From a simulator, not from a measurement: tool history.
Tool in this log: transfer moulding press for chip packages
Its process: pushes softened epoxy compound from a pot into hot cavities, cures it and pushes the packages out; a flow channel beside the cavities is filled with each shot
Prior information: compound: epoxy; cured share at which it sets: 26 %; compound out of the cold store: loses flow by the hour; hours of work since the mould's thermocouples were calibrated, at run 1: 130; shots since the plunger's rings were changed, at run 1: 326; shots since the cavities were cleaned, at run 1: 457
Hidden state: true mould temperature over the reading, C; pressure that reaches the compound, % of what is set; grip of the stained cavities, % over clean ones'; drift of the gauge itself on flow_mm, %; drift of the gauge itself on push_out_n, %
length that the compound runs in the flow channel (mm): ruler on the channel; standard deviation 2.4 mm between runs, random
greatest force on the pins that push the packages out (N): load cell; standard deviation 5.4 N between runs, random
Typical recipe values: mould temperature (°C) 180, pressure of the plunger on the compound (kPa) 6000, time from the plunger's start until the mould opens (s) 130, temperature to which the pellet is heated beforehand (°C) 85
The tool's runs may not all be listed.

run    hour  mould temperature (°C)  pressure of the plunger on the compound (kPa)  time from the plunger's start until the mould opens (s)  temperature to which the pellet is heated beforehand (°C)  hours of work since the mould's thermocouples were calibrated  shots since the plunger's rings were changed  shots since the cavities were cleaned  incoming compound's hours out of the cold store  length that the compound runs in the flow channel (mm)  greatest force on the pins that push the packages out (N)
  1     0.0                     180                                           6000                                                      130                                                         85                                                            130                                           326                                    457                                              8.6                                                     737                                                        254
       10.5  -- cavities cleaned with cleaning compound and waxed
  2    53.0                     180                                           6000                                                      130                                                         85                                                            163                                           760                                    358                                             33.3                                                     651                                                        299
       76.4  -- cavities cleaned with cleaning compound and waxed
  3    83.9                     180                                           6000                                                      130                                                         85                                                            181                                          1008                                     63                                             32.0                                                     656                                                        211
  4   129.1                     180                                           6000                                                      130                                                         85                                                            209                                          1389                                    444                                             17.8                                                     700                                                        250
      141.5  -- cavities cleaned with cleaning compound and waxed
  5   170.0                     180                                           6000                                                      130                                                         85                                                            234                                          1720                                    240                                             29.6                                                     656                                                        230
  6   201.4                     180                                           6000                                                      130                                                         85                                                            254                                          1985                                    505                                             42.6                                                     617                                                        242
      207.6  -- cavities cleaned with cleaning compound and waxed
  7   237.1                     180                                           6000                                                      130                                                         85                                                            275                                          2272                                    248                                             34.8                                                     638                                                        225
      261.5  -- cavities cleaned with cleaning compound and waxed, once more
      270.1  -- plunger's sealing rings changed
  8   289.8                     180                                           6000                                                      130                                                         85                                                            305                                           165                                    216                                              8.4                                                     743                                                        221
      329.0  -- cavities cleaned with cleaning compound and waxed
  9   335.8                     180                                           6000                                                      155                                                         85                                                            333                                           541                                     57                                             36.9                                                     639                                                        173
 10   385.8                     180                                           6000                                                      159                                                         85                                                            364                                           961                                    477                                             14.2                                                     710                                                        226
      394.8  -- cavities cleaned with cleaning compound and waxed
 11   433.3                     180                                           6000                                                      159                                                         85                                                            393                                          1349                                    324                                             41.8                                                     626                                                        214
      458.6  -- cavities cleaned with cleaning compound and waxed
 12   467.9                     180                                           6000                                                      130                                                         85                                                            414                                          1628                                     79                                             17.2                                                     700                                                        206
 13   519.1                     180                                           6000                                                      130                                                         85                                                            446                                          2059                                    510                                             16.6                                                     700                                                        256
      524.4  -- cavities cleaned with cleaning compound and waxed
 14   552.7                     180                                           6000                                                      130                                                         85                                                            466                                          2330                                    239                                             24.6                                                     671                                                        226
      558.8  -- mould's thermocouples calibrated
      579.6  -- plunger's sealing rings changed
      593.0  -- cavities cleaned with cleaning compound and waxed
 15   603.1                     184                                           6250                                                      135                                                         85                                                             25                                           185                                     85                                              9.6                                                     729                                                        185
 16   645.9                     184                                           6250                                                      135                                                         93                                                             52                                           546                                    446                                             31.6                                                     656                                                        226
      658.9  -- cavities cleaned with cleaning compound and waxed
 17   704.9                     184                                           6250                                                      135                                                         93                                                             88                                          1030                                    387                                             17.5                                                     702                                                        219
      723.8  -- cavities cleaned with cleaning compound and waxed
 18   743.4                     184                                           5390                                                      131                                                         93                                                            111                                          1342                                    166                                             43.8                                                     571                                                        197
 19   776.7                     180                                           7140                                                      117                                                         85                                                            132                                          1622                                    446                                             31.8                                                     713                                                        283
      789.4  -- cavities cleaned with cleaning compound and waxed
 20   824.6                     180                                           7140                                                      117                                                         85                                                            161                                          2013                                    296                                             17.1                                                     766                                                        265
      854.9  -- cavities cleaned with cleaning compound and waxed
 21   865.4                     180                                           7140                                                      117                                                         85                                                            185                                          2344                                     89                                             34.4                                                     695                                                        221
      891.4  -- plunger's sealing rings changed
      924.2  -- cavities cleaned with cleaning compound and waxed
 22   925.8                     173                                           4950                                                      159                                                         94                                                            221                                           277                                     14                                             16.9                                                     673                                                        199
 23   965.7                     185                                           6000                                                      121                                                         76                                                            246                                           613                                    350                                             11.7                                                     703                                                        220
      990.0  -- cavities cleaned with cleaning compound and waxed
 24  1006.0                     185                                           6000                                                      121                                                         76                                                            270                                           940                                    135                                             28.1                                                     643                                                        199
 25  1047.2                     180                                           6600                                                      130                                                         85                                                            296                                          1287                                    482                                             11.4                                                     755                                                        247
     1053.9  -- cavities cleaned with cleaning compound and waxed
 26  1087.5                     184                                           6600                                                      114                                                         85                                                            320                                          1613                                    282                                             31.5                                                     670                                                        230

What differs in the tool's unlogged condition from the final listed run ahead of each entry between runs to the first listed run following it?
Between runs 1 and 2: cavities cleaned with cleaning compound and waxed (hour 10.5)
  true mould temperature over the reading, C: 0.12 -> 0.19; pressure that reaches the compound, % of what is set: 98.99 -> 98.44; grip of the stained cavities, % over clean ones': 42.5 -> 69.1
  measured less the result without the state, length that the compound runs in the flow channel (mm): -4 -> -5; greatest force on the pins that push the packages out (N): +76 -> +121
Between runs 2 and 3: cavities cleaned with cleaning compound and waxed (hour 76.4)
  true mould temperature over the reading, C: 0.19 -> 0.22; pressure that reaches the compound, % of what is set: 98.44 -> 98.12; grip of the stained cavities, % over clean ones': 69.1 -> 8.7
  measured less the result without the state, length that the compound runs in the flow channel (mm): -5 -> -7; greatest force on the pins that push the packages out (N): +121 -> +15
Between runs 4 and 5: cavities cleaned with cleaning compound and waxed (hour 141.5)
  true mould temperature over the reading, C: 0.29 -> 0.34; pressure that reaches the compound, % of what is set: 97.65 -> 97.25; grip of the stained cavities, % over clean ones': 41.2 -> 25.1
  measured less the result without the state, length that the compound runs in the flow channel (mm): -10 -> -11; greatest force on the pins that push the packages out (N): +70 -> +44
Between runs 6 and 7: cavities cleaned with cleaning compound and waxed (hour 207.6)
  true mould temperature over the reading, C: 0.39 -> 0.43; pressure that reaches the compound, % of what is set: 96.93 -> 96.56; grip of the stained cavities, % over clean ones': 42.6 -> 28.6
  measured less the result without the state, length that the compound runs in the flow channel (mm): -11 -> -13; greatest force on the pins that push the packages out (N): +70 -> +48
Between runs 7 and 8: cavities cleaned with cleaning compound and waxed, once more (hour 261.5); plunger's sealing rings changed (hour 270.1)
  true mould temperature over the reading, C: 0.43 -> 0.51; pressure that reaches the compound, % of what is set: 96.56 -> 99.78; grip of the stained cavities, % over clean ones': 28.6 -> 23.7
  measured less the result without the state, length that the compound runs in the flow channel (mm): -13 -> -3; greatest force on the pins that push the packages out (N): +48 -> +40
Between runs 8 and 9: cavities cleaned with cleaning compound and waxed (hour 329.0)
  true mould temperature over the reading, C: 0.51 -> 0.58; pressure that reaches the compound, % of what is set: 99.78 -> 99.34; grip of the stained cavities, % over clean ones': 23.7 -> 9.4
  measured less the result without the state, length that the compound runs in the flow channel (mm): -3 -> -4; greatest force on the pins that push the packages out (N): +40 -> +15
Between runs 10 and 11: cavities cleaned with cleaning compound and waxed (hour 394.8)
  true mould temperature over the reading, C: 0.65 -> 0.71; pressure that reaches the compound, % of what is set: 98.77 -> 98.33; grip of the stained cavities, % over clean ones': 40.6 -> 34
  measured less the result without the state, length that the compound runs in the flow channel (mm): -8 -> -8; greatest force on the pins that push the packages out (N): +65 -> +54
Between runs 11 and 12: cavities cleaned with cleaning compound and waxed (hour 458.6)
  true mould temperature over the reading, C: 0.71 -> 0.76; pressure that reaches the compound, % of what is set: 98.33 -> 98; grip of the stained cavities, % over clean ones': 34 -> 11.2
  measured less the result without the state, length that the compound runs in the flow channel (mm): -8 -> -10; greatest force on the pins that push the packages out (N): +54 -> +16
Between runs 13 and 14: cavities cleaned with cleaning compound and waxed (hour 524.4)
  true mould temperature over the reading, C: 0.83 -> 0.87; pressure that reaches the compound, % of what is set: 97.43 -> 97.09; grip of the stained cavities, % over clean ones': 43.1 -> 26.5
  measured less the result without the state, length that the compound runs in the flow channel (mm): -13 -> -14; greatest force on the pins that push the packages out (N): +72 -> +42
Between runs 14 and 15: mould's thermocouples calibrated (hour 558.8); plunger's sealing rings changed (hour 579.6); cavities cleaned with cleaning compound and waxed (hour 593.0)
  true mould temperature over the reading, C: 0.87 -> -0.02; pressure that reaches the compound, % of what is set: 97.09 -> 99.39; grip of the stained cavities, % over clean ones': 26.5 -> 11.2
  measured less the result without the state, length that the compound runs in the flow channel (mm): -14 -> -2; greatest force on the pins that push the packages out (N): +42 -> +18
Between runs 16 and 17: cavities cleaned with cleaning compound and waxed (hour 658.9)
  true mould temperature over the reading, C: 0.05 -> 0.13; pressure that reaches the compound, % of what is set: 98.92 -> 98.32; grip of the stained cavities, % over clean ones': 40.4 -> 36.7
  measured less the result without the state, length that the compound runs in the flow channel (mm): -3 -> -6; greatest force on the pins that push the packages out (N): +65 -> +59
Between runs 17 and 18: cavities cleaned with cleaning compound and waxed (hour 723.8)
  true mould temperature over the reading, C: 0.13 -> 0.19; pressure that reaches the compound, % of what is set: 98.32 -> 97.93; grip of the stained cavities, % over clean ones': 36.7 -> 18
  measured less the result without the state, length that the compound runs in the flow channel (mm): -6 -> -7; greatest force on the pins that push the packages out (N): +59 -> +29
Between runs 19 and 20: cavities cleaned with cleaning compound and waxed (hour 789.4)
  true mould temperature over the reading, C: 0.23 -> 0.3; pressure that reaches the compound, % of what is set: 97.58 -> 97.11; grip of the stained cavities, % over clean ones': 38.5 -> 30.1
  measured less the result without the state, length that the compound runs in the flow channel (mm): -10 -> -12; greatest force on the pins that push the packages out (N): +75 -> +59
Between runs 20 and 21: cavities cleaned with cleaning compound and waxed (hour 854.9)
  true mould temperature over the reading, C: 0.3 -> 0.35; pressure that reaches the compound, % of what is set: 97.11 -> 96.69; grip of the stained cavities, % over clean ones': 30.1 -> 11.2
  measured less the result without the state, length that the compound runs in the flow channel (mm): -12 -> -14; greatest force on the pins that push the packages out (N): +59 -> +20
Between runs 21 and 22: plunger's sealing rings changed (hour 891.4); cavities cleaned with cleaning compound and waxed (hour 924.2)
  true mould temperature over the reading, C: 0.35 -> 0.44; pressure that reaches the compound, % of what is set: 96.69 -> 99.49; grip of the stained cavities, % over clean ones': 11.2 -> 4.8
  measured less the result without the state, length that the compound runs in the flow channel (mm): -14 -> -4; greatest force on the pins that push the packages out (N): +20 -> +6
Between runs 23 and 24: cavities cleaned with cleaning compound and waxed (hour 990.0)
  true mould temperature over the reading, C: 0.49 -> 0.55; pressure that reaches the compound, % of what is set: 99.03 -> 98.66; grip of the stained cavities, % over clean ones': 35.2 -> 16.6
  measured less the result without the state, length that the compound runs in the flow channel (mm): -5 -> -6; greatest force on the pins that push the packages out (N): +57 -> +26
Between runs 25 and 26: cavities cleaned with cleaning compound and waxed (hour 1053.9)
  true mould temperature over the reading, C: 0.61 -> 0.67; pressure that reaches the compound, % of what is set: 98.21 -> 97.81; grip of the stained cavities, % over clean ones': 40.6 -> 29.4
  measured less the result without the state, length that the compound runs in the flow channel (mm): -10 -> -10; greatest force on the pins that push the packages out (N): +69 -> +48
